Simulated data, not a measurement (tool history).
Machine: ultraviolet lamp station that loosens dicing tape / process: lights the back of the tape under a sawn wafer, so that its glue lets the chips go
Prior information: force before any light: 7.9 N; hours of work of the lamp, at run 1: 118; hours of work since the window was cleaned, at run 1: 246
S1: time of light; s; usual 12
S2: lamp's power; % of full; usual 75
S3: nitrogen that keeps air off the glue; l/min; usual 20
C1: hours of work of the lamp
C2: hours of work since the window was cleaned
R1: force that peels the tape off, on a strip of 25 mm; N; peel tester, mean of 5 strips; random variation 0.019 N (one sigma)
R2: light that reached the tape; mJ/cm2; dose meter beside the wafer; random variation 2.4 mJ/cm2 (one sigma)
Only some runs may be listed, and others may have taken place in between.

run,hour,S1,S2,S3,C1,C2,R1,R2
1,0,12,75,20,118,246,0.945,279
2,19.7,17,75,20,127,256,0.445,395
3,34.1,17,75,20,135,263,0.444,397
# hour 50.7: window cleaned of glue's vapour
4,54.7,17,75,20,144,2,0.434,392
5,76.3,12,75,20,155,13,0.915,281
6,90.6,12,86,20,162,20,0.695,322
7,105.9,12,86,17,169,27,0.811,321
8,125.7,15,86,30,179,37,0.312,401
9,142.8,19,86,38,187,45,0.203,512
10,151.5,12,62,6,192,49,2.53,231
11,166.5,6,62,23,199,57,2.959,116
12,185.5,12,60,33,208,66,0.973,223

Entry by entry between the runs, the difference in hidden state between the last listed run before and the first listed run after:
After run 3, before run 4: window cleaned of glue's vapour (hour 50.7)
  the hidden state is the same at both runs
